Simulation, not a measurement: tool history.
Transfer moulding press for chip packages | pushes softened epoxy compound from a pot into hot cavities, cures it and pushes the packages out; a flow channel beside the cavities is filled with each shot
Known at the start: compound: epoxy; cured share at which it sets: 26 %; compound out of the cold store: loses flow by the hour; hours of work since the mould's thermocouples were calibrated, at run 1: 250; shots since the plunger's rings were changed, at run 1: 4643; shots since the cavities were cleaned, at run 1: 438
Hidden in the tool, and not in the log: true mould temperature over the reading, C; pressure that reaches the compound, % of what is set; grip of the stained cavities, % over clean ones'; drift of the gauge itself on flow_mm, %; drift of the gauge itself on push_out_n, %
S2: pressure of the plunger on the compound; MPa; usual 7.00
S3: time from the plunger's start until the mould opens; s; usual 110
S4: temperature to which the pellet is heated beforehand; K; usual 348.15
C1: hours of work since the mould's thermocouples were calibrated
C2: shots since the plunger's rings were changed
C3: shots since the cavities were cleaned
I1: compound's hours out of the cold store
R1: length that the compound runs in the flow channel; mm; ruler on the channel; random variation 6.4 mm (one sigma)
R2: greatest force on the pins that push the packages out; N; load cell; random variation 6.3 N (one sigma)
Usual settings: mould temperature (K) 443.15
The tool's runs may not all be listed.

Run 1, hour 0.0: usual settings; C1 250; C2 4643; C3 438; I1 31.1. Result: R1 670 mm, R2 403 N.
At hour 8.0: cavities cleaned with cleaning compound and waxed.
At hour 29.8: plunger's sealing rings changed.
At hour 47.3: cavities cleaned with cleaning compound and waxed.
Run 2, hour 47.3: usual settings; C1 283; C2 229; C3 0; I1 40.8. Result: R1 688 mm, R2 241 N.
At hour 88.3: cavities cleaned with cleaning compound and waxed.
At hour 95.6: mould's thermocouples calibrated.
Run 3, hour 102.7: usual settings; C1 6; C2 976; C3 178; I1 46.9. Result: R1 656 mm, R2 304 N.
At hour 127.9: cavities cleaned with cleaning compound and waxed.
Run 4, hour 150.9: usual settings; C1 43; C2 1648; C3 331; I1 16.0. Result: R1 772 mm, R2 390 N.
At hour 166.9: cavities cleaned with cleaning compound and waxed.
At hour 208.5: cavities cleaned with cleaning compound and waxed.
Run 5, hour 222.4: usual settings; C1 97; C2 2634; C3 200; I1 14.3. Result: R1 774 mm, R2 337 N.
At hour 248.2: cavities cleaned with cleaning compound and waxed.
Run 6, hour 270.9: usual settings; C1 134; C2 3309; C3 326; I1 26.1. Result: R1 709 mm, R2 379 N.
At hour 284.8: cavities cleaned with cleaning compound and waxed.
At hour 325.3: cavities cleaned with cleaning compound and waxed.
Run 7, hour 338.5: usual settings; C1 186; C2 4238; C3 189; I1 13.8. Result: R1 751 mm, R2 342 N.
At hour 364.2: cavities cleaned with cleaning compound and waxed.
Run 8, hour 385.2: usual settings; C1 222; C2 4888; C3 302; I1 40.9. Result: R1 617 mm, R2 361 N.
At hour 395.5: plunger's sealing rings changed.
At hour 405.3: cavities cleaned with cleaning compound and waxed.
Run 9, hour 429.5: usual settings; C1 254; C2 467; C3 348; I1 15.9. Result: R1 791 mm, R2 410 N.
At hour 447.0: cavities cleaned with cleaning compound and waxed.
At hour 484.7: cavities cleaned with cleaning compound and waxed.
Run 10, hour 484.7: usual settings; C1 295; C2 1218; C3 0; I1 31.0. Result: R1 720 mm, R2 252 N.
At hour 519.4: mould's thermocouples calibrated.
At hour 524.6: cavities cleaned with cleaning compound and waxed.
Run 11, hour 547.4: usual settings; C1 21; C2 2069; C3 327; I1 34.9. Result: R1 689 mm, R2 366 N.
At hour 561.8: cavities cleaned with cleaning compound and waxed.
Run 12, hour 589.1: usual settings; C1 53; C2 2647; C3 392; I1 44.0. Result: R1 636 mm, R2 377 N.
At hour 601.3: cavities cleaned with cleaning compound and waxed.
At hour 637.4: cavities cleaned with cleaning compound and waxed.
Run 13, hour 641.4: usual settings; C1 92; C2 3357; C3 58; I1 20.0. Result: R1 731 mm, R2 279 N.
At hour 677.4: cavities cleaned with cleaning compound and waxed.
Run 14, hour 703.6: usual settings but mould temperature (K) 439.15, S2 5.84 MPa, S3 99 s, S4 351.15 K; C1 140; C2 4229; C3 377; I1 26.7. Result: R1 636 mm, R2 641 N.
At hour 718.9: cavities cleaned with cleaning compound and waxed.
At hour 759.9: plunger's sealing rings changed.
At hour 761.4: cavities cleaned with cleaning compound and waxed.
Run 15, hour 775.4: usual settings but mould temperature (K) 445.15, S2 7.31 MPa, S3 99 s, S4 352.15 K; C1 193; C2 202; C3 202; I1 16.8. Result: R1 814 mm, R2 374 N.
At hour 801.4: cavities cleaned with cleaning compound and waxed.
Run 16, hour 818.0: usual settings but S3 142 s; C1 226; C2 793; C3 238; I1 35.6. Result: R1 705 mm, R2 264 N.
At hour 838.6: cavities cleaned with cleaning compound and waxed.
Run 17, hour 869.6: usual settings but S2 6.63 MPa, S3 142 s, S4 357.15 K; C1 265; C2 1514; C3 446; I1 43.5. Result: R1 643 mm, R2 330 N.
At hour 878.2: cavities cleaned with cleaning compound and waxed.
At hour 917.0: cavities cleaned with cleaning compound and waxed.
At hour 941.6: mould's thermocouples calibrated.
Run 18, hour 941.8: usual settings but S2 7.08 MPa, S3 142 s, S4 350.15 K; C1 0; C2 2480; C3 329; I1 40.8. Result: R1 660 mm, R2 306 N.
At hour 959.2: cavities cleaned with cleaning compound and waxed.
Run 19, hour 974.3: usual settings but mould temperature (K) 438.15, S3 121 s; C1 25; C2 2925; C3 216; I1 38.2. Result: R1 669 mm, R2 381 N.
At hour 999.6: cavities cleaned with cleaning compound and waxed.
Run 20, hour 1025.9: usual settings but mould temperature (K) 438.15, S3 121 s; C1 65; C2 3647; C3 379; I1 40.0. Result: R1 651 mm, R2 434 N.
At hour 1036.9: cavities cleaned with cleaning compound and waxed.
Run 21, hour 1064.8: usual settings but S2 6.96 MPa, S3 112 s; C1 94; C2 4184; C3 401; I1 18.4. Result: R1 718 mm, R2 411 N.
At hour 1078.1: cavities cleaned with cleaning compound and waxed.
At hour 1116.3: cavities cleaned with cleaning compound and waxed.
At hour 1127.5: plunger's sealing rings changed.
Run 22, hour 1139.8: usual settings but S2 6.96 MPa, S3 112 s; C1 149; C2 177; C3 302; I1 27.8. Result: R1 736 mm, R2 368 N.
At hour 1155.9: cavities cleaned with cleaning compound and waxed.
At hour 1194.8: cavities cleaned with cleaning compound and waxed.
Run 23, hour 1213.5: usual settings but mould temperature (K) 445.15, S2 5.95 MPa, S3 100 s; C1 206; C2 1194; C3 269; I1 17.6. Result: R1 713 mm, R2 375 N.
At hour 1232.1: cavities cleaned with cleaning compound and waxed.
Run 24, hour 1247.8: usual settings but mould temperature (K) 438.15, S2 7.45 MPa, S3 102 s, S4 347.15 K; C1 232; C2 1665; C3 225; I1 28.5. Result: R1 753 mm, R2 567 N.

Forecast each of these 4 alternatives for the next run:
At hour 1273.0: cavities cleaned with cleaning compound and waxed.
At hour 1315.2: cavities cleaned with cleaning compound and waxed.
Run A, hour 1317.7: usual settings but mould temperature (K) 441.15, S2 5.97 MPa, S3 109 s; C1 285; C2 2628; C3 36; I1 18.5. Result: R1 ?, R2 ?.
At hour 1273.0: cavities cleaned with cleaning compound and waxed.
At hour 1315.2: cavities cleaned with cleaning compound and waxed.
Run B, hour 1317.7: usual settings but mould temperature (K) 438.15, S2 7.58 MPa, S3 128 s, S4 356.15 K; C1 285; C2 2628; C3 36; I1 38.6. Result: R1 ?, R2 ?.
At hour 1273.0: cavities cleaned with cleaning compound and waxed.
At hour 1315.2: cavities cleaned with cleaning compound and waxed.
Run C, hour 1317.7: usual settings but S4 356.15 K; C1 285; C2 2628; C3 36; I1 33.2. Result: R1 ?, R2 ?.
At hour 1273.0: cavities cleaned with cleaning compound and waxed.
At hour 1315.2: cavities cleaned with cleaning compound and waxed.
Run D, hour 1317.7: usual settings but mould temperature (K) 440.15, S2 5.82 MPa, S3 125 s, S4 347.15 K; C1 285; C2 2628; C3 36; I1 10.1. Result: R1 ?, R2 ?.

run   R1   R2
  A  699  310
  B  705  261
  C  677  256
  D  727  266
Without the tool's hidden state the same runs would have given:
run   R1   R2
  A  736  293
  B  742  247
  C  713  242
  D  765  251
